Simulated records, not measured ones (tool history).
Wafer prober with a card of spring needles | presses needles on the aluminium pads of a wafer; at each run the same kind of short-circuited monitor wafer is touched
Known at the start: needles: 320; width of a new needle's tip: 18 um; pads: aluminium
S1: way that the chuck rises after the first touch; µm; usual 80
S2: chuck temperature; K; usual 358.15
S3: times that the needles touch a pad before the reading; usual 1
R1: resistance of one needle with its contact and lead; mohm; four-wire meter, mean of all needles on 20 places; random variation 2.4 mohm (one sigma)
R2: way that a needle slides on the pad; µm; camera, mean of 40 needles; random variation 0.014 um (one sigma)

Run 1, day 0: usual settings. Result: R1 279 mohm, R2 11.97 µm.
At day 0.396: tips cleaned on abrasive film.
Run 2, day 1.054: usual settings. Result: R1 272 mohm, R2 11.98 µm.
At day 1.7: tips cleaned on abrasive film.
Run 3, day 2.242: usual settings. Result: R1 279 mohm, R2 11.97 µm.
At day 3.038: tips cleaned on abrasive film.
Run 4, day 3.512: usual settings but S3 3. Result: R1 276 mohm, R2 11.97 µm.
At day 4.304: tips cleaned on abrasive film.
At day 5.508: tips cleaned on abrasive film.
Run 5, day 5.508: usual settings but S3 3. Result: R1 273 mohm, R2 11.97 µm.
At day 6.846: tips cleaned on abrasive film.
Run 6, day 7.146: usual settings but S3 3. Result: R1 278 mohm, R2 11.95 µm.
At day 8.104: tips cleaned on abrasive film.
At day 8.229: height of the first contact set anew.
At day 9.312: tips cleaned on abrasive film.
Run 7, day 9.312: usual settings but S2 349.15 K. Result: R1 276 mohm, R2 11.98 µm.
At day 10.6: tips cleaned on abrasive film.
Run 8, day 10.6: usual settings but S2 349.15 K. Result: R1 278 mohm, R2 11.97 µm.
At day 11.892: tips cleaned on abrasive film.
Run 9, day 12.733: usual settings but S1 67 µm. Result: R1 281 mohm, R2 10.01 µm.
At day 13.125: tips cleaned on abrasive film.
At day 14.438: tips cleaned on abrasive film.
Run 10, day 15.054: usual settings but S1 67 µm. Result: R1 282 mohm, R2 10.02 µm.
At day 15.729: tips cleaned on abrasive film.
Run 11, day 16.375: usual settings but S2 312.15 K. Result: R1 264 mohm, R2 11.96 µm.
At day 16.979: tips cleaned on abrasive film.
At day 18.154: tips cleaned on abrasive film.
Run 12, day 18.154: usual settings but S2 312.15 K. Result: R1 261 mohm, R2 11.97 µm.
At day 19.45: tips cleaned on abrasive film.
Run 13, day 20.171: usual settings but S1 62 µm, S2 362.15 K, S3 2. Result: R1 284 mohm, R2 9.29 µm.
At day 20.708: tips cleaned on abrasive film.
Run 14, day 21.817: usual settings but S1 62 µm, S2 339.15 K. Result: R1 273 mohm, R2 9.27 µm.
At day 22.046: tips cleaned on abrasive film.
At day 23.275: tips cleaned on abrasive film.
Run 15, day 23.754: usual settings but S1 62 µm, S2 339.15 K. Result: R1 278 mohm, R2 9.29 µm.
At day 24.475: tips cleaned on abrasive film.
At day 25.671: tips cleaned on abrasive film.
Run 16, day 25.971: usual settings but S1 96 µm, S2 380.15 K. Result: R1 278 mohm, R2 14.33 µm.
At day 27.021: tips cleaned on abrasive film.
At day 28.2: tips cleaned on abrasive film.
Run 17, day 28.442: usual settings but S2 312.15 K. Result: R1 265 mohm, R2 11.97 µm.
At day 29.379: tips cleaned on abrasive film.
Run 18, day 30.017: usual settings but S2 312.15 K. Result: R1 265 mohm, R2 11.96 µm.
At day 30.612: tips cleaned on abrasive film.
At day 31.858: tips cleaned on abrasive film.
Run 19, day 32.204: usual settings but S1 72 µm, S2 369.15 K. Result: R1 283 mohm, R2 10.75 µm.
At day 33.046: tips cleaned on abrasive film.
At day 34.233: tips cleaned on abrasive film.
Run 20, day 34.267: usual settings but S1 75 µm, S2 323.15 K. Result: R1 268 mohm, R2 11.21 µm.
At day 35.512: tips cleaned on abrasive film.
Run 21, day 35.788: usual settings but S1 75 µm, S2 338.15 K. Result: R1 270 mohm, R2 11.23 µm.
At day 36.729: tips cleaned on abrasive film.
Run 22, day 37.517: usual settings but S1 99 µm, S2 338.15 K, S3 2. Result: R1 268 mohm, R2 14.78 µm.

4 ways to go on from here, each from the tool as it stands after run 22. What would each give?
At day 38.05: tips cleaned on abrasive film.
At day 39.233: tips cleaned on abrasive film.
Run A, day 39.908: usual settings but S1 94 µm, S2 368.15 K. Result: R1 ?, R2 ?.
At day 38.05: tips cleaned on abrasive film.
At day 39.233: tips cleaned on abrasive film.
Run B, day 39.908: usual settings but S1 99 µm, S2 309.15 K, S3 2. Result: R1 ?, R2 ?.
At day 38.05: tips cleaned on abrasive film.
At day 39.233: tips cleaned on abrasive film.
Run C, day 39.908: usual settings but S1 64 µm, S2 317.15 K, S3 2. Result: R1 ?, R2 ?.
At day 38.05: tips cleaned on abrasive film.
At day 39.233: tips cleaned on abrasive film.
Run D, day 39.908: usual settings but S1 99 µm, S2 302.15 K, S3 2. Result: R1 ?, R2 ?.

run   R1     R2
  A  278  14.06
  B  253   14.8
  C  274   9.57
  D  257   14.8
Without the tool's hidden state the same runs would have given:
run   R1     R2
  A  277  14.06
  B  252   14.8
  C  273   9.57
  D  257   14.8
